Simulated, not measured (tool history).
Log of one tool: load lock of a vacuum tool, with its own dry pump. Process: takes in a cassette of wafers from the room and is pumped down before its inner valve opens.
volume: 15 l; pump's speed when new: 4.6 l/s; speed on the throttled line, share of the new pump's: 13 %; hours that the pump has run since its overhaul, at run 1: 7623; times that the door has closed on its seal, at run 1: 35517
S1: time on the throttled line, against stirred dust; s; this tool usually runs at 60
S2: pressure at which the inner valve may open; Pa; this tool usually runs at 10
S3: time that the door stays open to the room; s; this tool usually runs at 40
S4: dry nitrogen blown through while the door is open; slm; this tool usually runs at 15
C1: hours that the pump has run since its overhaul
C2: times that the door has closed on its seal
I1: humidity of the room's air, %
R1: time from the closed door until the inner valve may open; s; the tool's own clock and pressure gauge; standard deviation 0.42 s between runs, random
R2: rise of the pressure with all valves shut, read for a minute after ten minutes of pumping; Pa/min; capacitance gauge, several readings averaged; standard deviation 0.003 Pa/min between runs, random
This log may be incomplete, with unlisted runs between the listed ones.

Run 1, hour 0.0: usual settings; C1 7623; C2 35517; I1 44.4. Result: R1 83.0 s, R2 0.047 Pa/min.
Run 2, hour 435.1: usual settings; C1 8058; C2 36663; I1 46.1. Result: R1 82.8 s, R2 0.049 Pa/min.
Run 3, hour 966.6: usual settings; C1 8590; C2 38062; I1 42.2. Result: R1 83.4 s, R2 0.043 Pa/min.
Run 4, hour 1251.6: usual settings; C1 8875; C2 38812; I1 45.2. Result: R1 82.7 s, R2 0.045 Pa/min.
Run 5, hour 1730.7: usual settings; C1 9354; C2 40073; I1 44.9. Result: R1 83.3 s, R2 0.048 Pa/min.
Run 6, hour 2206.5: usual settings; C1 9830; C2 41326; I1 48.0. Result: R1 82.6 s, R2 0.048 Pa/min.
Run 7, hour 2689.7: usual settings but S3 54 s; C1 10313; C2 42598; I1 46.7. Result: R1 83.3 s, R2 0.051 Pa/min.
Run 8, hour 2966.4: usual settings; C1 10590; C2 43327; I1 47.1. Result: R1 82.7 s, R2 0.048 Pa/min.
Run 9, hour 3266.8: usual settings; C1 10890; C2 44117; I1 46.5. Result: R1 82.3 s, R2 0.047 Pa/min.
Run 10, hour 3610.6: usual settings; C1 11234; C2 45022; I1 43.4. Result: R1 83.1 s, R2 0.047 Pa/min.
Run 11, hour 3917.7: usual settings; C1 11541; C2 45831; I1 44.2. Result: R1 83.0 s, R2 0.052 Pa/min.
Run 12, hour 4279.2: usual settings but S1 35 s; C1 11902; C2 46782; I1 48.5. Result: R1 61.3 s, R2 0.052 Pa/min.
Run 13, hour 4754.4: usual settings but S4 5 slm; C1 12378; C2 48033; I1 46.8. Result: R1 82.9 s, R2 0.058 Pa/min.
Run 14, hour 5048.8: usual settings but S4 7 slm; C1 12672; C2 48808; I1 49.3. Result: R1 82.6 s, R2 0.065 Pa/min.
Run 15, hour 5593.4: usual settings but S1 96 s; C1 13217; C2 50242; I1 48.5. Result: R1 114.6 s, R2 0.058 Pa/min.
Run 16, hour 6095.3: usual settings but S4 13 slm; C1 13718; C2 51563; I1 44.5. Result: R1 82.3 s, R2 0.050 Pa/min.
Run 17, hour 6526.0: usual settings but S2 12 Pa; C1 14149; C2 52697; I1 46.7. Result: R1 82.6 s, R2 0.048 Pa/min.
Run 18, hour 6802.4: usual settings; C1 14426; C2 53425; I1 44.5. Result: R1 83.3 s, R2 0.051 Pa/min.
Run 19, hour 7268.8: usual settings but S1 34 s, S4 6 slm; C1 14892; C2 54653; I1 45.9. Result: R1 60.4 s, R2 0.055 Pa/min.
Run 20, hour 7877.1: usual settings but S1 34 s, S4 6 slm; C1 15500; C2 56254; I1 43.5. Result: R1 60.3 s, R2 0.056 Pa/min.
Run 21, hour 8422.0: usual settings but S1 34 s, S2 17 Pa, S3 33 s, S4 6 slm; C1 16045; C2 57688; I1 48.4. Result: R1 58.3 s, R2 0.058 Pa/min.
Run 22, hour 8797.2: usual settings but S1 40 s, S2 11 Pa, S4 25 slm; C1 16420; C2 58676; I1 44.7. Result: R1 65.8 s, R2 0.044 Pa/min.
Run 23, hour 9075.4: usual settings but S1 44 s, S2 11 Pa, S4 42 slm; C1 16698; C2 59408; I1 46.1. Result: R1 68.6 s, R2 0.032 Pa/min.
Run 24, hour 9668.9: usual settings but S1 44 s, S2 11 Pa, S4 42 slm; C1 17292; C2 60971; I1 45.1. Result: R1 68.8 s, R2 0.030 Pa/min.
Run 25, hour 9957.1: usual settings but S1 52 s, S3 65 s; C1 17580; C2 61730; I1 45.4. Result: R1 76.0 s, R2 0.054 Pa/min.
Run 26, hour 10454.9: usual settings but S1 84 s, S2 8 Pa, S3 214 s, S4 7 slm; C1 18078; C2 63040; I1 41.7. Result: R1 104.7 s, R2 0.082 Pa/min.
Run 27, hour 10959.2: usual settings but S1 53 s, S2 16 Pa; C1 18582; C2 64368; I1 42.5. Result: R1 74.8 s, R2 0.046 Pa/min.
Run 28, hour 11496.0: usual settings but S1 53 s, S2 16 Pa; C1 19119; C2 65781; I1 42.9. Result: R1 75.8 s, R2 0.044 Pa/min.
Run 29, hour 11793.2: usual settings but S4 24 slm; C1 19416; C2 66563; I1 44.4. Result: R1 82.2 s, R2 0.039 Pa/min.
Run 30, hour 12277.9: usual settings but S2 9 Pa, S4 24 slm; C1 19901; C2 67839; I1 43.7. Result: R1 83.6 s, R2 0.041 Pa/min.
Run 31, hour 12639.9: usual settings but S2 9 Pa, S4 24 slm; C1 20263; C2 68792; I1 44.1. Result: R1 83.7 s, R2 0.043 Pa/min.
At hour 12827.4: door's seal changed, seat wiped.
Run 32, hour 13243.1: usual settings but S2 9 Pa, S4 24 slm; C1 20865; C2 1094; I1 44.3. Result: R1 83.8 s, R2 0.037 Pa/min.
Run 33, hour 13830.6: usual settings but S2 9 Pa, S4 24 slm; C1 21452; C2 2641; I1 46.0. Result: R1 82.5 s, R2 0.047 Pa/min.
Run 34, hour 14374.1: usual settings but S2 9 Pa, S4 24 slm; C1 21996; C2 4071; I1 44.5. Result: R1 83.5 s, R2 0.040 Pa/min.
At hour 14478.2: dry pump taken out, an overhauled one fitted.
Run 35, hour 14902.5: usual settings but S2 9 Pa, S4 24 slm; C1 424; C2 5447; I1 44.2. Result: R1 83.5 s, R2 0.037 Pa/min.
Run 36, hour 15295.6: usual settings but S2 9 Pa, S4 24 slm; C1 817; C2 6482; I1 48.4. Result: R1 83.9 s, R2 0.048 Pa/min.

3 ways to go on from here, each from the tool as it stands after run 36. What would each give?
Run A, hour 15678.1: usual settings but S2 13 Pa, S4 5 slm; C1 1200; C2 7488; I1 44.3. Result: R1 ?, R2 ?.
Run B, hour 15678.1: usual settings but S1 57 s, S2 9 Pa, S3 165 s, S4 18 slm; C1 1200; C2 7488; I1 43.7. Result: R1 ?, R2 ?.
Run C, hour 15678.1: usual settings but S4 5 slm; C1 1200; C2 7488; I1 45.4. Result: R1 ?, R2 ?.

run    R1     R2
  A  81.6  0.056
  B  80.8  0.061
  C  82.7  0.056
Without the tool's hidden state the same runs would have given:
run    R1     R2
  A  81.6  0.056
  B  80.8  0.061
  C  82.7  0.056
